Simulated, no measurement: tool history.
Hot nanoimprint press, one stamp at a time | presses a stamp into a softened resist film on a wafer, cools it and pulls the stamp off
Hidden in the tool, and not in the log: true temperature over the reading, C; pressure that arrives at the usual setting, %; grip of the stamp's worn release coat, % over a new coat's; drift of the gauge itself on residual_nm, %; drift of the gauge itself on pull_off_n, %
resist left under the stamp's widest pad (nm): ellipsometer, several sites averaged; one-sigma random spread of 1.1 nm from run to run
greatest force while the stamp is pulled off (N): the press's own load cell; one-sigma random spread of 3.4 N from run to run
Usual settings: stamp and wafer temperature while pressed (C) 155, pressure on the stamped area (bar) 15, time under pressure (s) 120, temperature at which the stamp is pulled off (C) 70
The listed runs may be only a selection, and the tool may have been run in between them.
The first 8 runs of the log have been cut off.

run   hour  stamp and wafer temperature while pressed (C)  pressure on the stamped area (bar)  time under pressure (s)  temperature at which the stamp is pulled off (C)  hours of work since the thermocouple was calibrated  imprints on the stamp's release coat  hours of work since the press's seals were changed  resist left under the stamp's widest pad (nm)  greatest force while the stamp is pulled off (N)
  9   56.2                                            155                                  15                       82                                                70                                                  230                                   906                                                 286                                          178.1                                               174
 10   63.9                                            155                                  15                       82                                                70                                                  235                                   935                                                 292                                          180.3                                               171
 11     73                                            155                                  15                      120                                                77                                                  243                                   969                                                 299                                            158                                               144
 12   81.2                                            155                                  15                      120                                                77                                                  249                                  1000                                                 305                                          156.5                                               155
 13   88.8                                            155                                  15                      120                                                77                                                  255                                  1028                                                 311                                          157.2                                               155
 14   98.4                                            155                                17.6                      120                                                70                                                  262                                  1064                                                 319                                          143.4                                               181
 15    107                                            155                                17.6                      120                                                70                                                  269                                  1096                                                 325                                          145.8                                               177
 16  111.4                                            144                                  15                       63                                                70                                                  272                                  1113                                                 329                                          309.4                                               172
 17    116                                            145                                14.7                      104                                                73                                                  276                                  1130                                                 332                                            267                                               170
 18  120.3                                            145                                14.7                      104                                                73                                                  279                                  1146                                                 336                                          269.2                                               165
 19  126.5                                            155                                  15                       84                                                70                                                  284                                  1169                                                 340                                          180.1                                               173
 20  132.8                                            155                                  23                      146                                                70                                                  289                                  1193                                                 345                                          117.1                                               182
 21  141.3                                            155                                12.4                      146                                                70                                                  296                                  1225                                                 352                                          160.4                                               181
 22  148.5                                            155                                12.4                      146                                                70                                                  301                                  1251                                                 358                                          158.7                                               182
 23  153.2                                            146                                10.7                      129                                                66                                                  305                                  1269                                                 361                                          269.4                                               191
 24  157.6                                            146                                10.7                       91                                                66                                                  308                                  1285                                                 365                                          291.2                                               195
 25  162.2                                            147                                10.7                       91                                                59                                                  312                                  1303                                                 368                                          281.1                                               217
 26    167                                            166                                  15                      120                                                58                                                  316                                  1321                                                 372                                           89.1                                               224
 27  172.4                                            166                                10.6                      120                                                69                                                  320                                  1341                                                 376                                          108.7                                               191
 28  178.8                                            166                                10.6                      120                                                69                                                  325                                  1365                                                 381                                          108.6                                               185
 29  185.9                                            161                                15.1                      217                                                75                                                  330                                  1391                                                 387                                           88.7                                               162
 30  193.6                                            147                                15.1                      155                                                75                                                  336                                  1420                                                 393                                          211.7                                               173

Branching from run 30: 4 alternative next runs. What would each branch give?
  A  199.6                                            147                                14.1                      155                                                75                                                  341                                  1443                                                 397                                              ?                                                 ?
  B  199.6                                            155                                  15                      120                                                71                                                  341                                  1443                                                 397                                              ?                                                 ?
  C  199.6                                            157                                15.1                      155                                                58                                                  341                                  1443                                                 397                                              ?                                                 ?
  D  199.6                                            144                                  15                      120                                                78                                                  341                                  1443                                                 397                                              ?                                                 ?

run  resist left under the stamp's widest pad (nm)  greatest force while the stamp is pulled off (N)
  A                                          218.5                                               165
  B                                          155.7                                               181
  C                                          126.4                                               215
  D                                          266.1                                               153
With the hidden condition removed and each run's random variation left untouched, the same runs would have given:
run  resist left under the stamp's widest pad (nm)  greatest force while the stamp is pulled off (N)
  A                                          226.5                                               147
  B                                          161.4                                               160
  C                                          131.1                                               190
  D                                          274.4                                               136
